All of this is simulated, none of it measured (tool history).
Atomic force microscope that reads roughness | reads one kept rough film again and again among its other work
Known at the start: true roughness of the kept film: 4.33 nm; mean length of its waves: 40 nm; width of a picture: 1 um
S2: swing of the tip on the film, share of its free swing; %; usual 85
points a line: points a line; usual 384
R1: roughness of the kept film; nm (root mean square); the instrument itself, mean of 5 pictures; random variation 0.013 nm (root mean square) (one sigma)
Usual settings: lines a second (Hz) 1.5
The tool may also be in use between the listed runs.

run 1 day=0 | lines_a_second_(Hz)=1.5 S2=85 points_a_line=384 | R1=3.18
run 2 day=0.725 | lines_a_second_(Hz)=1.5 S2=85 points_a_line=384 | R1=3.042
run 3 day=1.408 | lines_a_second_(Hz)=1.5 S2=85 points_a_line=384 | R1=2.949
run 4 day=2.7 | lines_a_second_(Hz)=0.59 S2=85 points_a_line=384 | R1=3.095
run 5 day=3.379 | lines_a_second_(Hz)=0.59 S2=85 points_a_line=384 | R1=2.967
run 6 day=4.55 | lines_a_second_(Hz)=0.59 S2=85 points_a_line=384 | R1=2.837
run 7 day=5.154 | lines_a_second_(Hz)=0.59 S2=74 points_a_line=384 | R1=2.828
-- day=5.95 new tip fitted
run 8 day=6.354 | lines_a_second_(Hz)=0.59 S2=74 points_a_line=384 | R1=3.602
run 9 day=7.6 | lines_a_second_(Hz)=0.59 S2=74 points_a_line=384 | R1=3.348
run 10 day=8.904 | lines_a_second_(Hz)=0.59 S2=74 points_a_line=384 | R1=3.127
run 11 day=9.592 | lines_a_second_(Hz)=1.5 S2=67 points_a_line=384 | R1=2.948
run 12 day=10.625 | lines_a_second_(Hz)=1.5 S2=67 points_a_line=384 | R1=2.801
run 13 day=11.846 | lines_a_second_(Hz)=1.5 S2=85 points_a_line=384 | R1=2.356
-- day=11.971 new tip fitted
run 14 day=12.533 | lines_a_second_(Hz)=1.5 S2=85 points_a_line=384 | R1=3.062
run 15 day=13.125 | lines_a_second_(Hz)=1.5 S2=85 points_a_line=384 | R1=2.969
run 16 day=13.808 | lines_a_second_(Hz)=1.5 S2=85 points_a_line=474 | R1=2.901
run 17 day=15.121 | lines_a_second_(Hz)=1.5 S2=85 points_a_line=474 | R1=2.661
run 18 day=15.729 | lines_a_second_(Hz)=1.5 S2=85 points_a_line=384 | R1=2.604
run 19 day=16.521 | lines_a_second_(Hz)=1.5 S2=85 points_a_line=391 | R1=2.501
run 20 day=17.638 | lines_a_second_(Hz)=1.5 S2=85 points_a_line=391 | R1=2.38
-- day=17.921 new tip fitted
run 21 day=18.217 | lines_a_second_(Hz)=1.5 S2=85 points_a_line=391 | R1=3.076
run 22 day=19.021 | lines_a_second_(Hz)=1.5 S2=85 points_a_line=391 | R1=2.964
run 23 day=20.179 | lines_a_second_(Hz)=1.57 S2=85 points_a_line=384 | R1=2.759
run 24 day=21.325 | lines_a_second_(Hz)=1.57 S2=61 points_a_line=384 | R1=3.03
run 25 day=22.425 | lines_a_second_(Hz)=1.5 S2=85 points_a_line=300 | R1=2.492
-- day=22.546 height scale calibrated on a step standard
run 26 day=23.588 | lines_a_second_(Hz)=1.5 S2=85 points_a_line=300 | R1=2.339
-- day=24 new tip fitted
run 27 day=24.667 | lines_a_second_(Hz)=1.5 S2=85 points_a_line=635 | R1=3.035
-- day=24.975 height scale calibrated on a step standard, once more
run 28 day=25.988 | lines_a_second_(Hz)=0.91 S2=85 points_a_line=466 | R1=3.036
run 29 day=26.558 | lines_a_second_(Hz)=2.17 S2=56 points_a_line=458 | R1=3.177
run 30 day=27.562 | lines_a_second_(Hz)=2.17 S2=56 points_a_line=458 | R1=3.046
run 31 day=28.521 | lines_a_second_(Hz)=2.17 S2=56 points_a_line=458 | R1=2.899
run 32 day=29.658 | lines_a_second_(Hz)=1.85 S2=71 points_a_line=986 | R1=2.557
-- day=30.083 new tip fitted
run 33 day=30.458 | lines_a_second_(Hz)=2.33 S2=80 points_a_line=384 | R1=2.982
run 34 day=31.675 | lines_a_second_(Hz)=2.33 S2=80 points_a_line=384 | R1=2.798
run 35 day=32.683 | lines_a_second_(Hz)=1.14 S2=90 points_a_line=851 | R1=2.792
run 36 day=33.771 | lines_a_second_(Hz)=1.21 S2=81 points_a_line=459 | R1=2.78
run 37 day=34.688 | lines_a_second_(Hz)=1.21 S2=81 points_a_line=459 | R1=2.661
run 38 day=35.938 | lines_a_second_(Hz)=1.21 S2=81 points_a_line=459 | R1=2.509
-- day=36.042 new tip fitted
run 39 day=36.733 | lines_a_second_(Hz)=1.21 S2=81 points_a_line=459 | R1=3.242
run 40 day=37.567 | lines_a_second_(Hz)=1.21 S2=81 points_a_line=459 | R1=3.097
run 41 day=38.846 | lines_a_second_(Hz)=1.21 S2=81 points_a_line=459 | R1=2.892
run 42 day=39.75 | lines_a_second_(Hz)=3.08 S2=89 points_a_line=275 | R1=2.041
run 43 day=40.846 | lines_a_second_(Hz)=3.43 S2=66 points_a_line=658 | R1=2.583
-- day=42.008 new tip fitted
run 44 day=42.125 | lines_a_second_(Hz)=3.43 S2=66 points_a_line=658 | R1=3.205

The next listed run, before its measurement:
run 45 day=43.446 | lines_a_second_(Hz)=3.97 S2=85 points_a_line=384 | R1=?

{"run 45": {"R1": 2.223}}
Without the tool's hidden state the same run would have given R1 2.445 nm (root mean square).

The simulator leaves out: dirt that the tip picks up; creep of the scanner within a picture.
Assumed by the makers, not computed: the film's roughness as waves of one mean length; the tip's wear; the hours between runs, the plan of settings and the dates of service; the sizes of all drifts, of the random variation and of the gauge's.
